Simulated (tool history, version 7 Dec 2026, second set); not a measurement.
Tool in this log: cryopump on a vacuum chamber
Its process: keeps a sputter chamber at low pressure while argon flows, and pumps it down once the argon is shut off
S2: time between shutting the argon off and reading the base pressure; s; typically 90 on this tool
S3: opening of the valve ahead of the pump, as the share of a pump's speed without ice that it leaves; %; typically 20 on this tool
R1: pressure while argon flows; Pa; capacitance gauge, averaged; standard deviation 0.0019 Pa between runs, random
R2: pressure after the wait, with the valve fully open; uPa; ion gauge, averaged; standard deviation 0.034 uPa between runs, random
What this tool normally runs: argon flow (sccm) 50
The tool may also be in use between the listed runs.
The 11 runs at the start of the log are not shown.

run 12 hour=178.7 | argon_flow_(sccm)=50 S2=27 S3=43 | R1=0.2369 R2=7.79
run 13 hour=193.2 | argon_flow_(sccm)=50 S2=90 S3=20 | R1=0.4858 R2=4.48
run 14 hour=211.8 | argon_flow_(sccm)=50 S2=90 S3=20 | R1=0.4822 R2=4.44
run 15 hour=232.9 | argon_flow_(sccm)=50 S2=90 S3=16 | R1=0.6034 R2=4.41
run 16 hour=252.7 | argon_flow_(sccm)=50 S2=90 S3=16 | R1=0.6033 R2=4.54
run 17 hour=263.9 | argon_flow_(sccm)=70 S2=90 S3=20 | R1=0.6883 R2=4.50
run 18 hour=277.9 | argon_flow_(sccm)=50 S2=90 S3=38 | R1=0.2678 R2=4.59
run 19 hour=286.8 | argon_flow_(sccm)=92 S2=59 S3=20 | R1=0.8980 R2=5.65
run 20 hour=307.9 | argon_flow_(sccm)=37 S2=76 S3=55 | R1=0.1436 R2=4.93
run 21 hour=317.6 | argon_flow_(sccm)=57 S2=109 S3=43 | R1=0.2760 R2=4.40
run 22 hour=330.4 | argon_flow_(sccm)=24 S2=94 S3=45 | R1=0.1124 R2=4.65

What does the tool deliver on the next run?
run 23 hour=339.5 | argon_flow_(sccm)=41 S2=135 S3=28 | R1=? R2=?

R1: 0.2919 Pa
R2: 4.30 uPa
The same run, on a tool lacking any hidden state, would have yielded R1 0.2704 Pa, R2 1.35 uPa.
